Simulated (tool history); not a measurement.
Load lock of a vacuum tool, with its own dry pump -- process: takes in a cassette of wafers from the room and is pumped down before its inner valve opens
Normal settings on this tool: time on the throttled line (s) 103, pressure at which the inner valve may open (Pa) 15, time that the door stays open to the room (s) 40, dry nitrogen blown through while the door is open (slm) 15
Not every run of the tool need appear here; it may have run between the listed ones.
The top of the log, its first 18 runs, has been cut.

run,hour,time on the throttled line (s),pressure at which the inner valve may open (Pa),time that the door stays open to the room (s),dry nitrogen blown through while the door is open (slm),hours that the pump has run since its overhaul,times that the door has closed on its seal,"incoming humidity of the room's air, %",time from the closed door until the inner valve may open (s),rise of the pressure with all valves shut (Pa/min)
19,8478.4,103,27,40,15,6005,10298,47.7,178.7,0.018
20,8918.9,74,29,50,11,6445,12109,43.8,154.0,0.018
21,9601.0,103,15,92,15,7127,14912,46.8,186.1,0.035
22,10070.5,103,15,92,15,7597,16841,43.8,184.8,0.029
23,10640.2,103,13,31,26,8166,19182,43.6,188.9,0.015
24,11107.3,74,13,58,4,8634,21102,44.2,162.8,0.028
25,11478.2,103,10,40,15,9004,22626,45.2,192.1,0.021
26,11915.8,103,15,40,4,9442,24425,46.7,185.1,0.021
27,12265.2,106,21,86,4,9791,25861,46.5,184.6,0.038
28,12551.9,100,17,40,17,10078,27039,44.4,181.6,0.016
29,13041.5,204,20,145,24,10568,29051,44.0,269.4,0.034
# hour 13532.4: door's seal changed, seat wiped
30,13732.1,204,20,145,24,11257,821,45.5,268.8,0.037
31,14240.3,204,29,145,24,11765,2909,45.5,265.5,0.034
32,14785.3,103,24,40,15,12310,5149,45.8,180.5,0.019
33,15294.1,135,20,40,45,12819,7240,41.4,210.6,0.015

What will run 34 give?
34,15672.6,135,20,40,45,13197,8796,45.5,?,?

time from the closed door until the inner valve may open (s): 208.4
rise of the pressure with all valves shut (Pa/min): 0.011
Were there no unlogged condition in the tool, this run, its random variation unchanged, would have produced time from the closed door until the inner valve may open (s) 208.4, rise of the pressure with all valves shut (Pa/min) 0.010.
